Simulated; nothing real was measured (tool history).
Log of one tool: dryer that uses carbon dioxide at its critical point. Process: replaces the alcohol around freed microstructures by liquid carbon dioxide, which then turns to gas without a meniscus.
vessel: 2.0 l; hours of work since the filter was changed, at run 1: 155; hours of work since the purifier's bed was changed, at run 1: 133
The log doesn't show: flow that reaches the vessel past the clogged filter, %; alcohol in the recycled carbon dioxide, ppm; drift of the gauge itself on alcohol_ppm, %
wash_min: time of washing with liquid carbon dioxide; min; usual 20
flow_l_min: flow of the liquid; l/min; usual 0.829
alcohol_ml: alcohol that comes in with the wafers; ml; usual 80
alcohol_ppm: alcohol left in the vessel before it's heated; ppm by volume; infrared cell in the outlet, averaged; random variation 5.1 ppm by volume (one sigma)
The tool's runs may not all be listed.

run   hour  wash_min  flow_l_min  alcohol_ml  hours of work since the filter was changed  hours of work since the purifier's bed was changed  alcohol_ppm
  1    0.0        20       0.829          80                                         155                                                 133          156
  2   20.2        20       0.829          80                                         162                                                 140          159
  3   41.3        23       0.829          80                                         169                                                 147           84
  4   78.0        23       0.829          80                                         182                                                 159           87
  5  104.2        20       0.829          36                                         190                                                 168          103
  6  141.5        20       0.829          36                                         203                                                 181           99
  7  180.7        16       0.829          80                                         216                                                 194          496
  8  208.7        16       0.829          80                                         226                                                 204          503
  9  247.7        16       0.829          80                                         239                                                 217          534
 10  273.4        16       0.829          80                                         248                                                 225          538
 11  315.0        20       0.829          80                                         262                                                 239          224
 12  347.9        20       0.574          80                                         273                                                 251         1051
 13  375.8        20       0.574         100                                         282                                                 260         1377
 14  393.3        20       0.574         100                                         288                                                 266         1367
 15  416.3        20       0.615          80                                         296                                                 274          866
 16  455.7        26       0.615          23                                         309                                                 287          134
 17  483.5        26       0.615          37                                         319                                                 296          191
 18  506.2        20       0.706          68                                         326                                                 304          442
 19  535.3        14       0.974          59                                         336                                                 314          436
 20  562.0        14       0.974          59                                         345                                                 323          458
 21  584.0        14       0.974          59                                         353                                                 331          450
 22  605.8        14       0.974          59                                         360                                                 338          461
 23  644.2        24       1.336          21                                         373                                                 351           60
     669.6  -- inlet filter changed
 24  678.7        24       1.336          21                                           3                                                 362           70
 25  699.4        23       0.627          20                                          10                                                 369          123
 26  727.7        23       0.627          20                                          20                                                 379          125
 27  751.1        16       1.331          20                                          28                                                 387           73
 28  776.2        14       1.407          68                                          36                                                 395           89
 29  810.5        14       1.407          68                                          48                                                 407           97
 30  827.9        14       1.231          99                                          54                                                 413          146

Forecast each of these 5 alternatives for the next run:
  A  860.8        15       0.946          30                                          65                                                 424            ?
  B  860.8        22       0.809          99                                          65                                                 424            ?
  C  860.8        12       0.937          99                                          65                                                 424            ?
  D  860.8        29       1.231          51                                          65                                                 424            ?
  E  860.8        20       0.555          89                                          65                                                 424            ?

run  alcohol_ppm
  A          169
  B          157
  C          842
  D           80
  E          955
Without the tool's hidden state the same runs would have given:
run  alcohol_ppm
  A           80
  B           70
  C          656
  D            8
  E          756

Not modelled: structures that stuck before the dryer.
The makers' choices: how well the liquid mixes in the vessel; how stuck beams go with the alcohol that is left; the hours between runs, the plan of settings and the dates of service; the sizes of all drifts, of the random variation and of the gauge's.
